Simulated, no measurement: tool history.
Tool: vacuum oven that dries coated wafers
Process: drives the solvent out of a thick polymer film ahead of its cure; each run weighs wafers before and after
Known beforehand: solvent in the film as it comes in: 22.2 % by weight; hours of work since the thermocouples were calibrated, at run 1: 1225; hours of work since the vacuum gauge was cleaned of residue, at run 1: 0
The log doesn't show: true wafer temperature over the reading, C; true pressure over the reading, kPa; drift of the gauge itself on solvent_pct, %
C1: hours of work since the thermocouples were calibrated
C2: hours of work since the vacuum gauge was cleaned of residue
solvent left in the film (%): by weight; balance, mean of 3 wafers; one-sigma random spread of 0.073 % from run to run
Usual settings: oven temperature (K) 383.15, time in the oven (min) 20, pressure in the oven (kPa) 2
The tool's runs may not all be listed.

run 1 day=0 | oven_temperature_(K)=383.15 time_in_the_oven_(min)=20 pressure_in_the_oven_(kPa)=2 | C1=1225 C2=0 | solvent_left_in_the_film_(%)=5.84
run 2 day=1.888 | oven_temperature_(K)=383.15 time_in_the_oven_(min)=16 pressure_in_the_oven_(kPa)=2 | C1=1257 C2=32 | solvent_left_in_the_film_(%)=7.07
run 3 day=4.017 | oven_temperature_(K)=383.15 time_in_the_oven_(min)=16 pressure_in_the_oven_(kPa)=2 | C1=1294 C2=68 | solvent_left_in_the_film_(%)=7.17
run 4 day=5.296 | oven_temperature_(K)=383.15 time_in_the_oven_(min)=20 pressure_in_the_oven_(kPa)=2.31 | C1=1315 C2=90 | solvent_left_in_the_film_(%)=5.86
run 5 day=6.442 | oven_temperature_(K)=383.15 time_in_the_oven_(min)=14 pressure_in_the_oven_(kPa)=2.31 | C1=1335 C2=109 | solvent_left_in_the_film_(%)=8.13
run 6 day=8.467 | oven_temperature_(K)=383.15 time_in_the_oven_(min)=14 pressure_in_the_oven_(kPa)=2.31 | C1=1369 C2=143 | solvent_left_in_the_film_(%)=8.31
run 7 day=9.721 | oven_temperature_(K)=383.15 time_in_the_oven_(min)=14 pressure_in_the_oven_(kPa)=2.31 | C1=1390 C2=165 | solvent_left_in_the_film_(%)=8.06
run 8 day=11.017 | oven_temperature_(K)=383.15 time_in_the_oven_(min)=14 pressure_in_the_oven_(kPa)=2.31 | C1=1412 C2=187 | solvent_left_in_the_film_(%)=8.33
run 9 day=12.2 | oven_temperature_(K)=383.15 time_in_the_oven_(min)=20 pressure_in_the_oven_(kPa)=2 | C1=1432 C2=207 | solvent_left_in_the_film_(%)=5.75
run 10 day=13.712 | oven_temperature_(K)=383.15 time_in_the_oven_(min)=20 pressure_in_the_oven_(kPa)=2 | C1=1458 C2=232 | solvent_left_in_the_film_(%)=5.79
run 11 day=15.292 | oven_temperature_(K)=383.15 time_in_the_oven_(min)=20 pressure_in_the_oven_(kPa)=2 | C1=1484 C2=259 | solvent_left_in_the_film_(%)=5.85
-- day=16.842 oven's thermocouples calibrated
run 12 day=16.854 | oven_temperature_(K)=383.15 time_in_the_oven_(min)=20 pressure_in_the_oven_(kPa)=2 | C1=0 C2=284 | solvent_left_in_the_film_(%)=5.09
run 13 day=18.192 | oven_temperature_(K)=391.15 time_in_the_oven_(min)=20 pressure_in_the_oven_(kPa)=2 | C1=23 C2=307 | solvent_left_in_the_film_(%)=2.65
run 14 day=19.721 | oven_temperature_(K)=391.15 time_in_the_oven_(min)=20 pressure_in_the_oven_(kPa)=2 | C1=49 C2=333 | solvent_left_in_the_film_(%)=2.55
run 15 day=21.262 | oven_temperature_(K)=391.15 time_in_the_oven_(min)=20 pressure_in_the_oven_(kPa)=2 | C1=75 C2=359 | solvent_left_in_the_film_(%)=2.56
run 16 day=22.875 | oven_temperature_(K)=391.15 time_in_the_oven_(min)=20 pressure_in_the_oven_(kPa)=2 | C1=102 C2=386 | solvent_left_in_the_film_(%)=2.59
run 17 day=25.092 | oven_temperature_(K)=391.15 time_in_the_oven_(min)=20 pressure_in_the_oven_(kPa)=2 | C1=140 C2=423 | solvent_left_in_the_film_(%)=2.69
run 18 day=26.292 | oven_temperature_(K)=383.15 time_in_the_oven_(min)=20 pressure_in_the_oven_(kPa)=2 | C1=160 C2=444 | solvent_left_in_the_film_(%)=5.23
run 19 day=28.533 | oven_temperature_(K)=383.15 time_in_the_oven_(min)=20 pressure_in_the_oven_(kPa)=6.72 | C1=198 C2=482 | solvent_left_in_the_film_(%)=7.19
run 20 day=30.521 | oven_temperature_(K)=383.15 time_in_the_oven_(min)=20 pressure_in_the_oven_(kPa)=6.72 | C1=232 C2=515 | solvent_left_in_the_film_(%)=7.21
run 21 day=31.792 | oven_temperature_(K)=383.15 time_in_the_oven_(min)=20 pressure_in_the_oven_(kPa)=2 | C1=253 C2=537 | solvent_left_in_the_film_(%)=5.44
run 22 day=33.317 | oven_temperature_(K)=383.15 time_in_the_oven_(min)=20 pressure_in_the_oven_(kPa)=2 | C1=279 C2=563 | solvent_left_in_the_film_(%)=5.45
run 23 day=35.308 | oven_temperature_(K)=383.15 time_in_the_oven_(min)=20 pressure_in_the_oven_(kPa)=2 | C1=313 C2=597 | solvent_left_in_the_film_(%)=5.3
run 24 day=37.442 | oven_temperature_(K)=382.15 time_in_the_oven_(min)=20 pressure_in_the_oven_(kPa)=2 | C1=349 C2=633 | solvent_left_in_the_film_(%)=5.67
run 25 day=39.8 | oven_temperature_(K)=381.15 time_in_the_oven_(min)=20 pressure_in_the_oven_(kPa)=2 | C1=389 C2=673 | solvent_left_in_the_film_(%)=5.97
run 26 day=41.504 | oven_temperature_(K)=381.15 time_in_the_oven_(min)=20 pressure_in_the_oven_(kPa)=2 | C1=418 C2=701 | solvent_left_in_the_film_(%)=5.93
run 27 day=43.742 | oven_temperature_(K)=374.15 time_in_the_oven_(min)=20 pressure_in_the_oven_(kPa)=1.32 | C1=456 C2=739 | solvent_left_in_the_film_(%)=8.6
run 28 day=45.867 | oven_temperature_(K)=369.15 time_in_the_oven_(min)=32 pressure_in_the_oven_(kPa)=2 | C1=492 C2=775 | solvent_left_in_the_film_(%)=8.37
run 29 day=48.188 | oven_temperature_(K)=383.15 time_in_the_oven_(min)=20 pressure_in_the_oven_(kPa)=1.71 | C1=531 C2=815 | solvent_left_in_the_film_(%)=5.23
run 30 day=50.117 | oven_temperature_(K)=381.15 time_in_the_oven_(min)=10 pressure_in_the_oven_(kPa)=2.89 | C1=564 C2=847 | solvent_left_in_the_film_(%)=10.77
run 31 day=52.092 | oven_temperature_(K)=384.15 time_in_the_oven_(min)=19 pressure_in_the_oven_(kPa)=3.71 | C1=597 C2=881 | solvent_left_in_the_film_(%)=6.14
run 32 day=53.429 | oven_temperature_(K)=384.15 time_in_the_oven_(min)=34 pressure_in_the_oven_(kPa)=3.71 | C1=620 C2=903 | solvent_left_in_the_film_(%)=3.33
run 33 day=54.45 | oven_temperature_(K)=395.15 time_in_the_oven_(min)=16 pressure_in_the_oven_(kPa)=1.45 | C1=637 C2=921 | solvent_left_in_the_film_(%)=2.54
run 34 day=56.283 | oven_temperature_(K)=395.15 time_in_the_oven_(min)=16 pressure_in_the_oven_(kPa)=1.45 | C1=668 C2=952 | solvent_left_in_the_film_(%)=2.53
run 35 day=57.871 | oven_temperature_(K)=395.15 time_in_the_oven_(min)=12 pressure_in_the_oven_(kPa)=2.08 | C1=695 C2=979 | solvent_left_in_the_film_(%)=4.08
run 36 day=60.233 | oven_temperature_(K)=395.15 time_in_the_oven_(min)=12 pressure_in_the_oven_(kPa)=2.08 | C1=735 C2=1019 | solvent_left_in_the_film_(%)=4.22
run 37 day=62.012 | oven_temperature_(K)=392.15 time_in_the_oven_(min)=14 pressure_in_the_oven_(kPa)=2.42 | C1=765 C2=1049 | solvent_left_in_the_film_(%)=4.34
run 38 day=64.258 | oven_temperature_(K)=392.15 time_in_the_oven_(min)=13 pressure_in_the_oven_(kPa)=2.44 | C1=803 C2=1087 | solvent_left_in_the_film_(%)=5.01
run 39 day=65.912 | oven_temperature_(K)=392.15 time_in_the_oven_(min)=13 pressure_in_the_oven_(kPa)=2.44 | C1=831 C2=1115 | solvent_left_in_the_film_(%)=5.03
run 40 day=68.004 | oven_temperature_(K)=392.15 time_in_the_oven_(min)=13 pressure_in_the_oven_(kPa)=2.44 | C1=866 C2=1150 | solvent_left_in_the_film_(%)=4.83
run 41 day=69.396 | oven_temperature_(K)=383.15 time_in_the_oven_(min)=15 pressure_in_the_oven_(kPa)=2 | C1=890 C2=1174 | solvent_left_in_the_film_(%)=7.26
run 42 day=70.596 | oven_temperature_(K)=371.15 time_in_the_oven_(min)=10 pressure_in_the_oven_(kPa)=1.39 | C1=910 C2=1194 | solvent_left_in_the_film_(%)=13.52
run 43 day=72.225 | oven_temperature_(K)=371.15 time_in_the_oven_(min)=10 pressure_in_the_oven_(kPa)=1.39 | C1=938 C2=1222 | solvent_left_in_the_film_(%)=13.68
run 44 day=74.612 | oven_temperature_(K)=395.15 time_in_the_oven_(min)=20 pressure_in_the_oven_(kPa)=2 | C1=978 C2=1262 | solvent_left_in_the_film_(%)=1.95
run 45 day=76.896 | oven_temperature_(K)=377.15 time_in_the_oven_(min)=28 pressure_in_the_oven_(kPa)=2 | C1=1017 C2=1301 | solvent_left_in_the_film_(%)=5.94
run 46 day=78.954 | oven_temperature_(K)=372.15 time_in_the_oven_(min)=21 pressure_in_the_oven_(kPa)=2 | C1=1052 C2=1336 | solvent_left_in_the_film_(%)=9.78

Forecast each of these 4 alternatives for the next run:
run A day=80.038 | oven_temperature_(K)=373.15 time_in_the_oven_(min)=21 pressure_in_the_oven_(kPa)=2 | C1=1070 C2=1354 | solvent_left_in_the_film_(%)=?
run B day=80.038 | oven_temperature_(K)=387.15 time_in_the_oven_(min)=10 pressure_in_the_oven_(kPa)=4.15 | C1=1070 C2=1354 | solvent_left_in_the_film_(%)=?
run C day=80.038 | oven_temperature_(K)=385.15 time_in_the_oven_(min)=21 pressure_in_the_oven_(kPa)=2 | C1=1070 C2=1354 | solvent_left_in_the_film_(%)=?
run D day=80.038 | oven_temperature_(K)=379.15 time_in_the_oven_(min)=30 pressure_in_the_oven_(kPa)=5.06 | C1=1070 C2=1354 | solvent_left_in_the_film_(%)=?

run=A solvent_left_in_the_film_(%)=9.5
run=B solvent_left_in_the_film_(%)=9.07
run=C solvent_left_in_the_film_(%)=4.54
run=D solvent_left_in_the_film_(%)=6.35
The same runs, with their run-to-run variation unchanged, on a tool lacking any hidden condition would have given:
run=A solvent_left_in_the_film_(%)=9.2
run=B solvent_left_in_the_film_(%)=8.85
run=C solvent_left_in_the_film_(%)=4.28
run=D solvent_left_in_the_film_(%)=6.05

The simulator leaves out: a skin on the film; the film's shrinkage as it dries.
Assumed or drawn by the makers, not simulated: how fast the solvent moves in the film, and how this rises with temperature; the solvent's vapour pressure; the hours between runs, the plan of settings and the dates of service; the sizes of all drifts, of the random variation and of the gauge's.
